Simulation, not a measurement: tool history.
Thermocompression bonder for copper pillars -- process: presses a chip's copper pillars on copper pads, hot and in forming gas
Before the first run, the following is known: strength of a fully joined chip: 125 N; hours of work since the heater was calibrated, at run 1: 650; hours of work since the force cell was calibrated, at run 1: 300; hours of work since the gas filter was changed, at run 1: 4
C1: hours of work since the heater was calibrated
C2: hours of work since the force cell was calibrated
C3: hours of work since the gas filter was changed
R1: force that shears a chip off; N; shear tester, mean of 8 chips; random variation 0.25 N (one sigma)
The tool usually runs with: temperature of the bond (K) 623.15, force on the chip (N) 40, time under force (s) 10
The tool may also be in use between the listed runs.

Run 1, hour 0: usual settings; C1 650; C2 300; C3 4. Result: R1 41.4 N.
Run 2, hour 9.4: usual settings; C1 657; C2 307; C3 11. Result: R1 42.3 N.
Run 3, hour 18.4: usual settings; C1 663; C2 314; C3 17. Result: R1 41.7 N.
Run 4, hour 27.5: usual settings but temperature of the bond (K) 652.15; C1 670; C2 320; C3 24. Result: R1 53 N.
Run 5, hour 35.6: usual settings but force on the chip (N) 28; C1 675; C2 326; C3 30. Result: R1 28.6 N.
Run 6, hour 46.6: usual settings but force on the chip (N) 28; C1 683; C2 334; C3 38. Result: R1 28.6 N.
Run 7, hour 57.4: usual settings but force on the chip (N) 28; C1 691; C2 342; C3 45. Result: R1 28.4 N.
Run 8, hour 67: usual settings but force on the chip (N) 28; C1 698; C2 349; C3 52. Result: R1 28.1 N.
Run 9, hour 77: usual settings but force on the chip (N) 28; C1 705; C2 356; C3 59. Result: R1 28.2 N.
Run 10, hour 84.7: usual settings; C1 711; C2 361; C3 65. Result: R1 41.7 N.
Run 11, hour 91.3: usual settings but force on the chip (N) 50; C1 715; C2 366; C3 70. Result: R1 51.3 N.
Run 12, hour 100.7: usual settings but force on the chip (N) 54; C1 722; C2 373; C3 77. Result: R1 54.8 N.
Run 13, hour 107.1: usual settings but force on the chip (N) 54; C1 727; C2 378; C3 81. Result: R1 54.9 N.
Run 14, hour 121.1: usual settings but force on the chip (N) 54; C1 737; C2 388; C3 91. Result: R1 55 N.
Run 15, hour 127.7: usual settings but force on the chip (N) 54, time under force (s) 15; C1 742; C2 392; C3 96. Result: R1 63.5 N.
Run 16, hour 137.6: usual settings but force on the chip (N) 54, time under force (s) 15; C1 749; C2 399; C3 103. Result: R1 63.7 N.
Run 17, hour 150.2: usual settings but force on the chip (N) 54, time under force (s) 15; C1 758; C2 408; C3 112. Result: R1 63.7 N.
Run 18, hour 161.7: usual settings; C1 766; C2 417; C3 120. Result: R1 40.2 N.
Run 19, hour 175: usual settings; C1 776; C2 426; C3 130. Result: R1 40.5 N.
Run 20, hour 185.6: usual settings but time under force (s) 26; C1 783; C2 434; C3 138. Result: R1 59.2 N.
Run 21, hour 195.5: usual settings but temperature of the bond (K) 622.15, force on the chip (N) 49, time under force (s) 29; C1 791; C2 441; C3 145. Result: R1 71.7 N.
Run 22, hour 207.3: usual settings but temperature of the bond (K) 622.15, force on the chip (N) 49, time under force (s) 29; C1 799; C2 450; C3 153. Result: R1 71.7 N.
Run 23, hour 218.3: usual settings but temperature of the bond (K) 624.15; C1 807; C2 458; C3 161. Result: R1 40.9 N.
At hour 220.9: force cell calibrated.
Run 24, hour 229.1: usual settings but temperature of the bond (K) 597.15, force on the chip (N) 35, time under force (s) 17; C1 814; C2 6; C3 168. Result: R1 34 N.
Run 25, hour 242.2: usual settings but temperature of the bond (K) 609.15, time under force (s) 8; C1 823; C2 15; C3 177. Result: R1 32.3 N.
Run 26, hour 249: usual settings but temperature of the bond (K) 609.15, time under force (s) 8; C1 828; C2 20; C3 182. Result: R1 32.5 N.
Run 27, hour 261.9: usual settings but temperature of the bond (K) 622.15, force on the chip (N) 36, time under force (s) 9; C1 837; C2 30; C3 191. Result: R1 34.5 N.
Run 28, hour 273.4: usual settings but temperature of the bond (K) 614.15, force on the chip (N) 38, time under force (s) 6; C1 846; C2 38; C3 200. Result: R1 28.7 N.
Run 29, hour 283.4: usual settings but temperature of the bond (K) 610.15, force on the chip (N) 38, time under force (s) 22; C1 853; C2 45; C3 207. Result: R1 46.4 N.
At hour 296.4: force cell calibrated, once more.
Run 30, hour 296.4: usual settings but temperature of the bond (K) 609.15, force on the chip (N) 49, time under force (s) 7; C1 861; C2 0; C3 215. Result: R1 36.1 N.
Run 31, hour 304.8: usual settings but temperature of the bond (K) 609.15, force on the chip (N) 49, time under force (s) 7; C1 867; C2 6; C3 221. Result: R1 36.4 N.
Run 32, hour 311.4: usual settings but temperature of the bond (K) 609.15; C1 872; C2 11; C3 226. Result: R1 33.8 N.
Run 33, hour 324.9: usual settings but force on the chip (N) 46; C1 882; C2 21; C3 236. Result: R1 45.1 N.
Run 34, hour 333.6: usual settings but force on the chip (N) 46; C1 888; C2 27; C3 242. Result: R1 44.8 N.
Run 35, hour 346.2: usual settings but temperature of the bond (K) 608.15, force on the chip (N) 38, time under force (s) 24; C1 897; C2 36; C3 251. Result: R1 45.9 N.
Run 36, hour 358.7: usual settings but force on the chip (N) 30, time under force (s) 30; C1 906; C2 45; C3 260. Result: R1 45.3 N.
Run 37, hour 367.9: usual settings but force on the chip (N) 30, time under force (s) 30; C1 913; C2 51; C3 267. Result: R1 45.7 N.
Run 38, hour 378.2: usual settings but temperature of the bond (K) 651.15, force on the chip (N) 31, time under force (s) 25; C1 920; C2 59; C3 274. Result: R1 54.6 N.
Run 39, hour 389.1: usual settings but temperature of the bond (K) 645.15, force on the chip (N) 27, time under force (s) 25; C1 928; C2 67; C3 282. Result: R1 46.2 N.
Run 40, hour 401.2: usual settings but temperature of the bond (K) 598.15, force on the chip (N) 54, time under force (s) 23; C1 937; C2 76; C3 291. Result: R1 56.2 N.

Branching from run 40: 4 alternative next runs. What would each branch give?
Run A, hour 408.6: usual settings but temperature of the bond (K) 613.15, force on the chip (N) 24, time under force (s) 23; C1 942; C2 81; C3 296. Result: R1 ?.
Run B, hour 408.6: usual settings but temperature of the bond (K) 642.15, time under force (s) 17; C1 942; C2 81; C3 296. Result: R1 ?.
Run C, hour 408.6: usual settings but temperature of the bond (K) 598.15, force on the chip (N) 35, time under force (s) 13; C1 942; C2 81; C3 296. Result: R1 ?.
Run D, hour 408.6: usual settings but temperature of the bond (K) 627.15; C1 942; C2 81; C3 296. Result: R1 ?.

run    R1
  A  28.9
  B  55.5
  C  28.8
  D    40
Without the tool's hidden state the same runs would have given:
run    R1
  A  33.2
  B  61.9
  C  33.2
  D  45.3
